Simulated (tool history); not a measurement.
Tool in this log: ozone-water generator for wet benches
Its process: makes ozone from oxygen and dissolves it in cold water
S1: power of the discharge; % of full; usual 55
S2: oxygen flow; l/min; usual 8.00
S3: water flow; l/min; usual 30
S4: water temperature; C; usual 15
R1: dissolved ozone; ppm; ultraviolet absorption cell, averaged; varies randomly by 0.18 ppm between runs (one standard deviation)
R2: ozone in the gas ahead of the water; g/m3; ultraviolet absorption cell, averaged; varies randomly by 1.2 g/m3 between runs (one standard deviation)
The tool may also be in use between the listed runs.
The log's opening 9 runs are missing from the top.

run 10 hour=943.1 | S1=55 S2=8.00 S3=33 S4=15 | R1=20.4 R2=203.9
-- hour=959.3 contactor cleaned
run 11 hour=1048.5 | S1=55 S2=8.00 S3=30 S4=15 | R1=20.8 R2=203.0
run 12 hour=1166.5 | S1=55 S2=8.00 S3=30 S4=14 | R1=20.7 R2=203.5
run 13 hour=1260.6 | S1=44 S2=8.00 S3=30 S4=15 | R1=17.6 R2=172.9
run 14 hour=1377.6 | S1=55 S2=8.00 S3=30 S4=15 | R1=20.8 R2=203.3
-- hour=1437.3 water thermometer calibrated
-- hour=1490.4 contactor cleaned, once more
run 15 hour=1508.4 | S1=55 S2=8.00 S3=30 S4=15 | R1=23.0 R2=203.3
run 16 hour=1654.7 | S1=55 S2=8.00 S3=30 S4=15 | R1=22.9 R2=202.0
run 17 hour=1803.8 | S1=55 S2=8.00 S3=30 S4=15 | R1=22.8 R2=199.1
run 18 hour=1880.6 | S1=55 S2=8.00 S3=30 S4=15 | R1=23.0 R2=202.0
run 19 hour=2020.3 | S1=55 S2=8.00 S3=30 S4=15 | R1=22.6 R2=198.6
run 20 hour=2113.4 | S1=55 S2=8.00 S3=30 S4=15 | R1=22.5 R2=198.5
run 21 hour=2232.6 | S1=55 S2=8.00 S3=30 S4=15 | R1=22.5 R2=198.8
run 22 hour=2346.0 | S1=55 S2=8.00 S3=30 S4=15 | R1=22.3 R2=198.2
run 23 hour=2484.5 | S1=55 S2=8.00 S3=30 S4=15 | R1=22.3 R2=198.0
run 24 hour=2608.8 | S1=55 S2=8.00 S3=30 S4=15 | R1=22.1 R2=198.5
run 25 hour=2695.4 | S1=55 S2=8.00 S3=30 S4=9 | R1=23.9 R2=198.0
run 26 hour=2801.8 | S1=53 S2=10.38 S3=36 S4=8 | R1=19.9 R2=161.9
run 27 hour=2953.6 | S1=77 S2=8.00 S3=30 S4=15 | R1=27.7 R2=247.1
run 28 hour=3024.9 | S1=77 S2=8.00 S3=30 S4=15 | R1=27.5 R2=247.7
run 29 hour=3159.3 | S1=68 S2=8.11 S3=30 S4=9 | R1=27.3 R2=222.1
run 30 hour=3258.2 | S1=80 S2=6.39 S3=27 S4=19 | R1=29.8 R2=296.6
run 31 hour=3371.5 | S1=78 S2=6.39 S3=27 S4=9 | R1=32.9 R2=288.7
run 32 hour=3465.6 | S1=92 S2=6.39 S3=23 S4=9 | R1=41.6 R2=322.2

What will run 33 give?
run 33 hour=3611.3 | S1=92 S2=5.14 S3=43 S4=9 | R1=? R2=?

R1: 23.2 ppm
R2: 373.9 g/m3
The same run, on a tool lacking any hidden state, would have yielded R1 29.9 ppm, R2 464.1 g/m3.

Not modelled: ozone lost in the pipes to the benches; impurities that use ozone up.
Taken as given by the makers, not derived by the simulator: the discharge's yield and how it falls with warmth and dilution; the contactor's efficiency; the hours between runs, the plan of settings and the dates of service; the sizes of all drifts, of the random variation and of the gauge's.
